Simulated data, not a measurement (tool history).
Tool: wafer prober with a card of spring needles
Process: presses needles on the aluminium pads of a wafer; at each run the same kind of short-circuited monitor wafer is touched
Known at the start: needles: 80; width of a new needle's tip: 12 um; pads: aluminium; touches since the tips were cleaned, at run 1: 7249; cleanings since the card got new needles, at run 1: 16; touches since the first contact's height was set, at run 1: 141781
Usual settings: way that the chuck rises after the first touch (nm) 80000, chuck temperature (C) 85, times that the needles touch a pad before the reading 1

run	hour	way that the chuck rises after the first touch (nm)	chuck temperature (C)	times that the needles touch a pad before the reading	touches since the tips were cleaned	cleanings since the card got new needles	touches since the first contact's height was set	resistance of one needle with its contact and lead (mohm)	way that a needle slides on the pad (nm)
1	0	80000	85	1	7249	16	141781	240	10910
# hour 2.4: tips cleaned on abrasive film
# hour 16.4: tips cleaned on abrasive film
2	23.1	80000	85	1	3786	18	154756	222	11020
# hour 30.9: tips cleaned on abrasive film
# hour 46.8: tips cleaned on abrasive film
3	51	80000	85	2	2411	20	170438	196	10810
# hour 61.7: tips cleaned on abrasive film
# hour 77.2: tips cleaned on abrasive film
4	80	80000	36	1	1606	22	186731	199	10740
# hour 90.6: tips cleaned on abrasive film
# hour 105: tips cleaned on abrasive film
5	112.5	80000	85	2	4281	24	205029	207	10710
# hour 120.7: tips cleaned on abrasive film
# hour 134.4: tips cleaned on abrasive film
6	136.5	80000	85	2	1163	26	218481	194	10790
# hour 150.1: tips cleaned on abrasive film
7	158.6	80000	85	2	4764	27	230924	208	10700
# hour 162: height of the first contact set anew
# hour 164.7: tips cleaned on abrasive film
# hour 180.5: tips cleaned on abrasive film
8	192.4	80000	85	2	6775	29	17128	215	11030
# hour 194.1: tips cleaned on abrasive film
# hour 208.1: tips cleaned on abrasive film
9	215.3	80000	85	1	4072	31	29948	226	11200
# hour 222.2: tips cleaned on abrasive film
# hour 236.5: tips cleaned on abrasive film
# hour 250.9: tips cleaned on abrasive film
10	253	80000	85	1	1163	34	51127	198	11060
# hour 266: tips cleaned on abrasive film
# hour 281.3: tips cleaned on abrasive film
11	289.1	80000	85	3	4418	36	71487	195	11150
# hour 296.9: tips cleaned on abrasive film
# hour 311.1: tips cleaned on abrasive film
12	317.2	80000	85	3	3427	38	87244	196	11120
# hour 327.2: tips cleaned on abrasive film
13	336.7	80000	85	3	5392	39	98260	199	10780
# hour 341.6: tips cleaned on abrasive film
# hour 355.6: tips cleaned on abrasive film
14	368.5	80000	85	2	7334	41	116145	217	11010
# hour 371.8: tips cleaned on abrasive film
# hour 387.6: tips cleaned on abrasive film
# hour 401.9: tips cleaned on abrasive film
15	401.9	80000	85	2	0	44	134864	183	10910
# hour 417.3: tips cleaned on abrasive film
16	425.9	80000	85	2	4869	45	148424	212	10880
# hour 432.1: tips cleaned on abrasive film
# hour 447: tips cleaned on abrasive film
17	454.7	78000	62	1	4354	47	164588	227	10520
# hour 462.6: tips cleaned on abrasive film
# hour 478.9: tips cleaned on abrasive film
18	483	78000	62	1	2317	49	180505	213	10520
# hour 494.5: tips cleaned on abrasive film
# hour 508.2: tips cleaned on abrasive film
19	517.4	78000	36	2	5202	51	199876	199	10540
# hour 521.8: tips cleaned on abrasive film
# hour 536.4: tips cleaned on abrasive film
20	536.4	78000	36	2	0	53	210512	174	10420
# hour 551.1: tips cleaned on abrasive film
21	553.2	61000	64	2	1178	54	219968	192	8240
# hour 566.3: tips cleaned on abrasive film
# hour 576.8: height of the first contact set anew
# hour 581.3: tips cleaned on abrasive film
22	591	96000	76	1	5467	56	7991	222	13390
# hour 595.1: tips cleaned on abrasive film
# hour 609.3: tips cleaned on abrasive film
# hour 623.3: tips cleaned on abrasive film
23	623.8	96000	76	1	276	59	26389	183	13440
# hour 637.9: tips cleaned on abrasive film
# hour 651.9: tips cleaned on abrasive film
24	654.6	75000	58	2	1554	61	43725	189	10420
# hour 666.7: tips cleaned on abrasive film
25	677.1	80000	47	1	5906	62	56397	234	11070
# hour 682.5: tips cleaned on abrasive film
# hour 696.7: tips cleaned on abrasive film
26	697.8	65000	30	2	605	64	67978	180	9020
# hour 710.7: tips cleaned on abrasive film
27	720.6	80000	100	1	5642	65	80872	231	10840
# hour 725.8: tips cleaned on abrasive film
# hour 740.1: tips cleaned on abrasive film
28	749.2	80000	83	1	5160	67	96936	226	10990
# hour 753.9: tips cleaned on abrasive film
29	765.3	80000	83	1	6450	68	106013	235	10890
# hour 767.7: tips cleaned on abrasive film
# hour 783: tips cleaned on abrasive film
# hour 796.8: tips cleaned on abrasive film
30	796.8	86000	46	1	0	71	123628	178	11740

How the hidden state differs across the entries between the runs, from the last listed run before each to the first after it:
Between runs 1 and 2: tips cleaned on abrasive film (hour 2.4); tips cleaned on abrasive film (hour 16.4)
  debris on the tips, nm: 152.8 -> 107; way that the needles fall short of the set height, um: 1.62 -> 1.8; tips' diameter, um: 12.57 -> 12.63
  measured less the result without the state, resistance of one needle with its contact and lead (mohm): +60 -> +42; way that a needle slides on the pad (nm): -230 -> -250
Between runs 2 and 3: tips cleaned on abrasive film (hour 30.9); tips cleaned on abrasive film (hour 46.8)
  debris on the tips, nm: 107 -> 68.7; way that the needles fall short of the set height, um: 1.8 -> 1.99; tips' diameter, um: 12.63 -> 12.7
  measured less the result without the state, resistance of one needle with its contact and lead (mohm): +42 -> +16; way that a needle slides on the pad (nm): -250 -> -280
Between runs 3 and 4: tips cleaned on abrasive film (hour 61.7); tips cleaned on abrasive film (hour 77.2)
  debris on the tips, nm: 68.7 -> 67.3; way that the needles fall short of the set height, um: 1.99 -> 2.16; tips' diameter, um: 12.7 -> 12.76
  measured less the result without the state, resistance of one needle with its contact and lead (mohm): +16 -> +27; way that a needle slides on the pad (nm): -280 -> -300
Between runs 4 and 5: tips cleaned on abrasive film (hour 90.6); tips cleaned on abrasive film (hour 105)
  debris on the tips, nm: 67.3 -> 118.1; way that the needles fall short of the set height, um: 2.16 -> 2.33; tips' diameter, um: 12.76 -> 12.81
  measured less the result without the state, resistance of one needle with its contact and lead (mohm): +27 -> +27; way that a needle slides on the pad (nm): -300 -> -330
Between runs 5 and 6: tips cleaned on abrasive film (hour 120.7); tips cleaned on abrasive film (hour 134.4)
  debris on the tips, nm: 118.1 -> 56; way that the needles fall short of the set height, um: 2.33 -> 2.48; tips' diameter, um: 12.81 -> 12.87
  measured less the result without the state, resistance of one needle with its contact and lead (mohm): +27 -> +13; way that a needle slides on the pad (nm): -330 -> -340
Between runs 6 and 7: tips cleaned on abrasive film (hour 150.1)
  debris on the tips, nm: 56 -> 126.1; way that the needles fall short of the set height, um: 2.48 -> 2.61; tips' diameter, um: 12.87 -> 12.91
  measured less the result without the state, resistance of one needle with its contact and lead (mohm): +13 -> +28; way that a needle slides on the pad (nm): -340 -> -360
Between runs 7 and 8: height of the first contact set anew (hour 162); tips cleaned on abrasive film (hour 164.7); tips cleaned on abrasive film (hour 180.5)
  debris on the tips, nm: 126.1 -> 149.7; way that the needles fall short of the set height, um: 2.61 -> 0.22; tips' diameter, um: 12.91 -> 12.99
  measured less the result without the state, resistance of one needle with its contact and lead (mohm): +28 -> +34; way that a needle slides on the pad (nm): -360 -> -30
Between runs 8 and 9: tips cleaned on abrasive film (hour 194.1); tips cleaned on abrasive film (hour 208.1)
  debris on the tips, nm: 149.7 -> 119.7; way that the needles fall short of the set height, um: 0.22 -> 0.4; tips' diameter, um: 12.99 -> 13.05
  measured less the result without the state, resistance of one needle with its contact and lead (mohm): +34 -> +44; way that a needle slides on the pad (nm): -30 -> -50
Between runs 9 and 10: tips cleaned on abrasive film (hour 222.2); tips cleaned on abrasive film (hour 236.5); tips cleaned on abrasive film (hour 250.9)
  debris on the tips, nm: 119.7 -> 50.4; way that the needles fall short of the set height, um: 0.4 -> 0.68; tips' diameter, um: 13.05 -> 13.15
  measured less the result without the state, resistance of one needle with its contact and lead (mohm): +44 -> +18; way that a needle slides on the pad (nm): -50 -> -100
Between runs 10 and 11: tips cleaned on abrasive film (hour 266); tips cleaned on abrasive film (hour 281.3)
  debris on the tips, nm: 50.4 -> 117.3; way that the needles fall short of the set height, um: 0.68 -> 0.89; tips' diameter, um: 13.15 -> 13.22
  measured less the result without the state, resistance of one needle with its contact and lead (mohm): +18 -> +15; way that a needle slides on the pad (nm): -100 -> -130
Between runs 11 and 12: tips cleaned on abrasive film (hour 296.9); tips cleaned on abrasive film (hour 311.1)
  debris on the tips, nm: 117.3 -> 110.8; way that the needles fall short of the set height, um: 0.89 -> 1.07; tips' diameter, um: 13.22 -> 13.29
  measured less the result without the state, resistance of one needle with its contact and lead (mohm): +15 -> +14; way that a needle slides on the pad (nm): -130 -> -150
Between runs 12 and 13: tips cleaned on abrasive film (hour 327.2)
  debris on the tips, nm: 110.8 -> 133.5; way that the needles fall short of the set height, um: 1.07 -> 1.17; tips' diameter, um: 13.29 -> 13.32
  measured less the result without the state, resistance of one needle with its contact and lead (mohm): +14 -> +18; way that a needle slides on the pad (nm): -150 -> -160
Between runs 13 and 14: tips cleaned on abrasive film (hour 341.6); tips cleaned on abrasive film (hour 355.6)
  debris on the tips, nm: 133.5 -> 156.8; way that the needles fall short of the set height, um: 1.17 -> 1.39; tips' diameter, um: 13.32 -> 13.4
  measured less the result without the state, resistance of one needle with its contact and lead (mohm): +18 -> +35; way that a needle slides on the pad (nm): -160 -> -200
Between runs 14 and 15: tips cleaned on abrasive film (hour 371.8); tips cleaned on abrasive film (hour 387.6); tips cleaned on abrasive film (hour 401.9)
  debris on the tips, nm: 156.8 -> 10.6; way that the needles fall short of the set height, um: 1.39 -> 1.68; tips' diameter, um: 13.4 -> 13.5
  measured less the result without the state, resistance of one needle with its contact and lead (mohm): +35 -> +1; way that a needle slides on the pad (nm): -200 -> -230
Between runs 15 and 16: tips cleaned on abrasive film (hour 417.3)
  debris on the tips, nm: 10.6 -> 128.5; way that the needles fall short of the set height, um: 1.68 -> 1.76; tips' diameter, um: 13.5 -> 13.53
  measured less the result without the state, resistance of one needle with its contact and lead (mohm): +1 -> +29; way that a needle slides on the pad (nm): -230 -> -250
Between runs 16 and 17: tips cleaned on abrasive film (hour 432.1); tips cleaned on abrasive film (hour 447)
  debris on the tips, nm: 128.5 -> 118.2; way that the needles fall short of the set height, um: 1.76 -> 1.94; tips' diameter, um: 13.53 -> 13.59
  measured less the result without the state, resistance of one needle with its contact and lead (mohm): +29 -> +49; way that a needle slides on the pad (nm): -250 -> -270
Between runs 17 and 18: tips cleaned on abrasive film (hour 462.6); tips cleaned on abrasive film (hour 478.9)
  debris on the tips, nm: 118.2 -> 86.9; way that the needles fall short of the set height, um: 1.94 -> 2.19; tips' diameter, um: 13.59 -> 13.68
  measured less the result without the state, resistance of one needle with its contact and lead (mohm): +49 -> +36; way that a needle slides on the pad (nm): -270 -> -310
Between runs 18 and 19: tips cleaned on abrasive film (hour 494.5); tips cleaned on abrasive film (hour 508.2)
  debris on the tips, nm: 86.9 -> 125.6; way that the needles fall short of the set height, um: 2.19 -> 2.41; tips' diameter, um: 13.68 -> 13.76
  measured less the result without the state, resistance of one needle with its contact and lead (mohm): +36 -> +32; way that a needle slides on the pad (nm): -310 -> -330
Between runs 19 and 20: tips cleaned on abrasive film (hour 521.8); tips cleaned on abrasive film (hour 536.4)
  debris on the tips, nm: 125.6 -> 11.7; way that the needles fall short of the set height, um: 2.41 -> 2.61; tips' diameter, um: 13.76 -> 13.83
  measured less the result without the state, resistance of one needle with its contact and lead (mohm): +32 -> +3; way that a needle slides on the pad (nm): -330 -> -360
Between runs 20 and 21: tips cleaned on abrasive film (hour 551.1)
  debris on the tips, nm: 11.7 -> 43; way that the needles fall short of the set height, um: 2.61 -> 2.69; tips' diameter, um: 13.83 -> 13.86
  measured less the result without the state, resistance of one needle with its contact and lead (mohm): +3 -> +16; way that a needle slides on the pad (nm): -360 -> -380
Between runs 21 and 22: tips cleaned on abrasive film (hour 566.3); height of the first contact set anew (hour 576.8); tips cleaned on abrasive film (hour 581.3)
  debris on the tips, nm: 43 -> 138.8; way that the needles fall short of the set height, um: 2.69 -> 0.13; tips' diameter, um: 13.86 -> 13.94
  measured less the result without the state, resistance of one needle with its contact and lead (mohm): +16 -> +44; way that a needle slides on the pad (nm): -380 -> -20
Between runs 22 and 23: tips cleaned on abrasive film (hour 595.1); tips cleaned on abrasive film (hour 609.3); tips cleaned on abrasive film (hour 623.3)
  debris on the tips, nm: 138.8 -> 23.8; way that the needles fall short of the set height, um: 0.13 -> 0.44; tips' diameter, um: 13.94 -> 14.05
  measured less the result without the state, resistance of one needle with its contact and lead (mohm): +44 -> +6; way that a needle slides on the pad (nm): -20 -> -60
Between runs 23 and 24: tips cleaned on abrasive film (hour 637.9); tips cleaned on abrasive film (hour 651.9)
  debris on the tips, nm: 23.8 -> 56.2; way that the needles fall short of the set height, um: 0.44 -> 0.64; tips' diameter, um: 14.05 -> 14.12
  measured less the result without the state, resistance of one needle with its contact and lead (mohm): +6 -> +15; way that a needle slides on the pad (nm): -60 -> -90
Between runs 24 and 25: tips cleaned on abrasive film (hour 666.7)
  debris on the tips, nm: 56.2 -> 145; way that the needles fall short of the set height, um: 0.64 -> 0.73; tips' diameter, um: 14.12 -> 14.15
  measured less the result without the state, resistance of one needle with its contact and lead (mohm): +15 -> +59; way that a needle slides on the pad (nm): -90 -> -100
Between runs 25 and 26: tips cleaned on abrasive film (hour 682.5); tips cleaned on abrasive film (hour 696.7)
  debris on the tips, nm: 145 -> 28.1; way that the needles fall short of the set height, um: 0.73 -> 0.95; tips' diameter, um: 14.15 -> 14.22
  measured less the result without the state, resistance of one needle with its contact and lead (mohm): +59 -> +10; way that a needle slides on the pad (nm): -100 -> -130
Between runs 26 and 27: tips cleaned on abrasive film (hour 710.7)
  debris on the tips, nm: 28.1 -> 131.1; way that the needles fall short of the set height, um: 0.95 -> 1.04; tips' diameter, um: 14.22 -> 14.25
  measured less the result without the state, resistance of one needle with its contact and lead (mohm): +10 -> +49; way that a needle slides on the pad (nm): -130 -> -150
Between runs 27 and 28: tips cleaned on abrasive film (hour 725.8); tips cleaned on abrasive film (hour 740.1)
  debris on the tips, nm: 131.1 -> 121.7; way that the needles fall short of the set height, um: 1.04 -> 1.23; tips' diameter, um: 14.25 -> 14.32
  measured less the result without the state, resistance of one needle with its contact and lead (mohm): +49 -> +47; way that a needle slides on the pad (nm): -150 -> -170
Between runs 28 and 29: tips cleaned on abrasive film (hour 753.9)
  debris on the tips, nm: 121.7 -> 143.8; way that the needles fall short of the set height, um: 1.23 -> 1.31; tips' diameter, um: 14.32 -> 14.35
  measured less the result without the state, resistance of one needle with its contact and lead (mohm): +47 -> +56; way that a needle slides on the pad (nm): -170 -> -180
Between runs 29 and 30: tips cleaned on abrasive film (hour 767.7); tips cleaned on abrasive film (hour 783); tips cleaned on abrasive film (hour 796.8)
  debris on the tips, nm: 143.8 -> 17.7; way that the needles fall short of the set height, um: 1.31 -> 1.6; tips' diameter, um: 14.35 -> 14.45
  measured less the result without the state, resistance of one needle with its contact and lead (mohm): +56 -> +6; way that a needle slides on the pad (nm): -180 -> -230
